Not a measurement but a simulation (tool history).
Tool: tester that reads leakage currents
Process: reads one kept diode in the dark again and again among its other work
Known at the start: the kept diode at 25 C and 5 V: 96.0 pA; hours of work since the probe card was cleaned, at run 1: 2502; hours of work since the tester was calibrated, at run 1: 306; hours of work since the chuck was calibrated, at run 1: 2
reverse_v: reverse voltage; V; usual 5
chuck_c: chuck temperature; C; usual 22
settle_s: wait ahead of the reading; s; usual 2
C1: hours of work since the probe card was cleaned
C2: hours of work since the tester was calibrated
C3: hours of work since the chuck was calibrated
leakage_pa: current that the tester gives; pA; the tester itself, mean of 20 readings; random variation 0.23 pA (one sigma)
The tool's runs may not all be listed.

{"run": 1, "hour": 0.0, "reverse_v": 5, "chuck_c": 22, "settle_s": 2, "C1": 2502, "C2": 306, "C3": 2, "leakage_pa": 82.15}
{"run": 2, "hour": 41.0, "reverse_v": 5, "chuck_c": 22, "settle_s": 5.03, "C1": 2523, "C2": 327, "C3": 24, "leakage_pa": 82.9}
{"run": 3, "hour": 109.1, "reverse_v": 5, "chuck_c": 22, "settle_s": 5.03, "C1": 2559, "C2": 364, "C3": 60, "leakage_pa": 83.26}
{"run": 4, "hour": 172.4, "reverse_v": 5, "chuck_c": 22, "settle_s": 5.03, "C1": 2593, "C2": 397, "C3": 93, "leakage_pa": 84.01}
{"run": 5, "hour": 223.1, "reverse_v": 6.92, "chuck_c": 22, "settle_s": 2, "C1": 2620, "C2": 424, "C3": 120, "leakage_pa": 94.89}
{"run": 6, "hour": 260.6, "reverse_v": 6.92, "chuck_c": 22, "settle_s": 3.72, "C1": 2640, "C2": 444, "C3": 140, "leakage_pa": 95.25}
{"run": 7, "hour": 314.4, "reverse_v": 6.92, "chuck_c": 50, "settle_s": 3.72, "C1": 2668, "C2": 472, "C3": 169, "leakage_pa": 664.6}
{"run": 8, "hour": 396.0, "reverse_v": 6.92, "chuck_c": 50, "settle_s": 0.47, "C1": 2711, "C2": 516, "C3": 212, "leakage_pa": 672.04}
{"run": 9, "hour": 452.2, "reverse_v": 5, "chuck_c": 22, "settle_s": 2, "C1": 2741, "C2": 545, "C3": 241, "leakage_pa": 86.82}
{"run": 10, "hour": 487.7, "reverse_v": 5, "chuck_c": 28, "settle_s": 2, "C1": 2760, "C2": 564, "C3": 260, "leakage_pa": 134.73}
{"run": 11, "hour": 524.7, "reverse_v": 5, "chuck_c": 28, "settle_s": 2, "C1": 2780, "C2": 584, "C3": 280, "leakage_pa": 134.62}
{"run": 12, "hour": 588.9, "reverse_v": 5, "chuck_c": 28, "settle_s": 2, "C1": 2814, "C2": 618, "C3": 314, "leakage_pa": 136.08}
{"run": 13, "hour": 667.8, "reverse_v": 5, "chuck_c": 28, "settle_s": 2, "C1": 2855, "C2": 660, "C3": 356, "leakage_pa": 137.14}
{"run": 14, "hour": 731.6, "reverse_v": 5, "chuck_c": 28, "settle_s": 4.12, "C1": 2889, "C2": 693, "C3": 390, "leakage_pa": 138.81}
{"run": 15, "hour": 808.0, "reverse_v": 5, "chuck_c": 28, "settle_s": 4.12, "C1": 2930, "C2": 734, "C3": 430, "leakage_pa": 140}
{"run": 16, "hour": 877.4, "reverse_v": 5, "chuck_c": 28, "settle_s": 4.12, "C1": 2967, "C2": 771, "C3": 467, "leakage_pa": 140.9}
{"run": 17, "hour": 924.0, "reverse_v": 5, "chuck_c": 28, "settle_s": 4.12, "C1": 2991, "C2": 795, "C3": 491, "leakage_pa": 141.82}
{"run": 18, "hour": 967.0, "reverse_v": 5, "chuck_c": 22, "settle_s": 2, "C1": 3014, "C2": 818, "C3": 514, "leakage_pa": 93.14}
{"run": 19, "hour": 1041.8, "reverse_v": 5, "chuck_c": 22, "settle_s": 2, "C1": 3054, "C2": 858, "C3": 554, "leakage_pa": 93.46}
{"run": 20, "hour": 1082.5, "reverse_v": 5, "chuck_c": 22, "settle_s": 2, "C1": 3075, "C2": 879, "C3": 575, "leakage_pa": 94.31}
{"run": 21, "hour": 1134.0, "reverse_v": 5, "chuck_c": 22, "settle_s": 2, "C1": 3102, "C2": 907, "C3": 603, "leakage_pa": 94.33}

The next listed run, before its measurement:
{"run": 22, "hour": 1217.7, "reverse_v": 1.13, "chuck_c": 44, "settle_s": 2, "C1": 3147, "C2": 951, "C3": 647, "leakage_pa": "?"}

{"run 22": {"leakage_pa": 270.56}}
Without the tool's hidden state the same run would have given leakage_pa 236.06 pA.
